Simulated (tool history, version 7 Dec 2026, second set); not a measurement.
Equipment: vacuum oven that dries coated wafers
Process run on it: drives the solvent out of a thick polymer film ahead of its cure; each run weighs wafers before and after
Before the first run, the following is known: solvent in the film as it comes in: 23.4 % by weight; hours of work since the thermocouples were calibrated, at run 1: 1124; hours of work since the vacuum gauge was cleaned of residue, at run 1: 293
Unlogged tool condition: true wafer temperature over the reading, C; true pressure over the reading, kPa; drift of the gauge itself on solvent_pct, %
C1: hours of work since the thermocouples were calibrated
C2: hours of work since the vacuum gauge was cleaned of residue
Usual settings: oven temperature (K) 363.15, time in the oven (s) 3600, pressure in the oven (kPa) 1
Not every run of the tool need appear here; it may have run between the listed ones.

run 1 hour=0 | oven_temperature_(K)=363.15 time_in_the_oven_(s)=3600 pressure_in_the_oven_(kPa)=1 | C1=1124 C2=293 | solvent_left_in_the_film_(%)=3.38
run 2 hour=33.7 | oven_temperature_(K)=363.15 time_in_the_oven_(s)=3600 pressure_in_the_oven_(kPa)=1 | C1=1143 C2=312 | solvent_left_in_the_film_(%)=3.4
run 3 hour=67.1 | oven_temperature_(K)=363.15 time_in_the_oven_(s)=3600 pressure_in_the_oven_(kPa)=1 | C1=1163 C2=332 | solvent_left_in_the_film_(%)=3.28
run 4 hour=121.6 | oven_temperature_(K)=376.15 time_in_the_oven_(s)=3600 pressure_in_the_oven_(kPa)=1 | C1=1194 C2=363 | solvent_left_in_the_film_(%)=0.51
run 5 hour=173.6 | oven_temperature_(K)=376.15 time_in_the_oven_(s)=4500 pressure_in_the_oven_(kPa)=1 | C1=1224 C2=393 | solvent_left_in_the_film_(%)=0.39
run 6 hour=220.9 | oven_temperature_(K)=376.15 time_in_the_oven_(s)=4500 pressure_in_the_oven_(kPa)=1 | C1=1251 C2=420 | solvent_left_in_the_film_(%)=0.32
run 7 hour=268.2 | oven_temperature_(K)=376.15 time_in_the_oven_(s)=4500 pressure_in_the_oven_(kPa)=1 | C1=1279 C2=448 | solvent_left_in_the_film_(%)=0.38
run 8 hour=327.1 | oven_temperature_(K)=376.15 time_in_the_oven_(s)=4500 pressure_in_the_oven_(kPa)=1 | C1=1313 C2=482 | solvent_left_in_the_film_(%)=0.42
run 9 hour=362.2 | oven_temperature_(K)=363.15 time_in_the_oven_(s)=3600 pressure_in_the_oven_(kPa)=1 | C1=1333 C2=502 | solvent_left_in_the_film_(%)=3.2
run 10 hour=413.8 | oven_temperature_(K)=363.15 time_in_the_oven_(s)=2280 pressure_in_the_oven_(kPa)=1 | C1=1363 C2=532 | solvent_left_in_the_film_(%)=5.99
run 11 hour=461.7 | oven_temperature_(K)=363.15 time_in_the_oven_(s)=2280 pressure_in_the_oven_(kPa)=1 | C1=1390 C2=559 | solvent_left_in_the_film_(%)=5.99
run 12 hour=518.7 | oven_temperature_(K)=363.15 time_in_the_oven_(s)=2280 pressure_in_the_oven_(kPa)=1 | C1=1423 C2=592 | solvent_left_in_the_film_(%)=6.1
run 13 hour=562.9 | oven_temperature_(K)=363.15 time_in_the_oven_(s)=2280 pressure_in_the_oven_(kPa)=1 | C1=1449 C2=618 | solvent_left_in_the_film_(%)=6.12
run 14 hour=621.5 | oven_temperature_(K)=363.15 time_in_the_oven_(s)=2280 pressure_in_the_oven_(kPa)=1 | C1=1483 C2=652 | solvent_left_in_the_film_(%)=5.86
-- hour=661.9 oven's thermocouples calibrated
run 15 hour=674.3 | oven_temperature_(K)=363.15 time_in_the_oven_(s)=4800 pressure_in_the_oven_(kPa)=0.83 | C1=7 C2=681 | solvent_left_in_the_film_(%)=2.43
run 16 hour=716 | oven_temperature_(K)=352.15 time_in_the_oven_(s)=5760 pressure_in_the_oven_(kPa)=0.83 | C1=31 C2=705 | solvent_left_in_the_film_(%)=5.8
run 17 hour=744.7 | oven_temperature_(K)=363.15 time_in_the_oven_(s)=1920 pressure_in_the_oven_(kPa)=1 | C1=48 C2=722 | solvent_left_in_the_film_(%)=7.93
run 18 hour=782.5 | oven_temperature_(K)=363.15 time_in_the_oven_(s)=1920 pressure_in_the_oven_(kPa)=1 | C1=70 C2=743 | solvent_left_in_the_film_(%)=7.94
run 19 hour=847.1 | oven_temperature_(K)=363.15 time_in_the_oven_(s)=3600 pressure_in_the_oven_(kPa)=2.39 | C1=107 C2=781 | solvent_left_in_the_film_(%)=4.35
run 20 hour=901.4 | oven_temperature_(K)=355.15 time_in_the_oven_(s)=2880 pressure_in_the_oven_(kPa)=3.89 | C1=138 C2=812 | solvent_left_in_the_film_(%)=9.88
run 21 hour=944.7 | oven_temperature_(K)=355.15 time_in_the_oven_(s)=2880 pressure_in_the_oven_(kPa)=3.89 | C1=163 C2=837 | solvent_left_in_the_film_(%)=9.76

Branching from run 21: 5 alternative next runs. What would each branch give?
run A hour=972.2 | oven_temperature_(K)=363.15 time_in_the_oven_(s)=2340 pressure_in_the_oven_(kPa)=1 | C1=179 C2=853 | solvent_left_in_the_film_(%)=?
run B hour=972.2 | oven_temperature_(K)=369.15 time_in_the_oven_(s)=4500 pressure_in_the_oven_(kPa)=3.26 | C1=179 C2=853 | solvent_left_in_the_film_(%)=?
run C hour=972.2 | oven_temperature_(K)=363.15 time_in_the_oven_(s)=3360 pressure_in_the_oven_(kPa)=3.56 | C1=179 C2=853 | solvent_left_in_the_film_(%)=?
run D hour=972.2 | oven_temperature_(K)=363.15 time_in_the_oven_(s)=3600 pressure_in_the_oven_(kPa)=3.34 | C1=179 C2=853 | solvent_left_in_the_film_(%)=?
run E hour=972.2 | oven_temperature_(K)=370.15 time_in_the_oven_(s)=2880 pressure_in_the_oven_(kPa)=3.89 | C1=179 C2=853 | solvent_left_in_the_film_(%)=?

run=A solvent_left_in_the_film_(%)=6.55
run=B solvent_left_in_the_film_(%)=1.88
run=C solvent_left_in_the_film_(%)=4.89
run=D solvent_left_in_the_film_(%)=4.67
run=E solvent_left_in_the_film_(%)=3.31
What these runs would have given with no unlogged condition in the tool:
run=A solvent_left_in_the_film_(%)=6.58
run=B solvent_left_in_the_film_(%)=1.84
run=C solvent_left_in_the_film_(%)=4.9
run=D solvent_left_in_the_film_(%)=4.68
run=E solvent_left_in_the_film_(%)=3.32

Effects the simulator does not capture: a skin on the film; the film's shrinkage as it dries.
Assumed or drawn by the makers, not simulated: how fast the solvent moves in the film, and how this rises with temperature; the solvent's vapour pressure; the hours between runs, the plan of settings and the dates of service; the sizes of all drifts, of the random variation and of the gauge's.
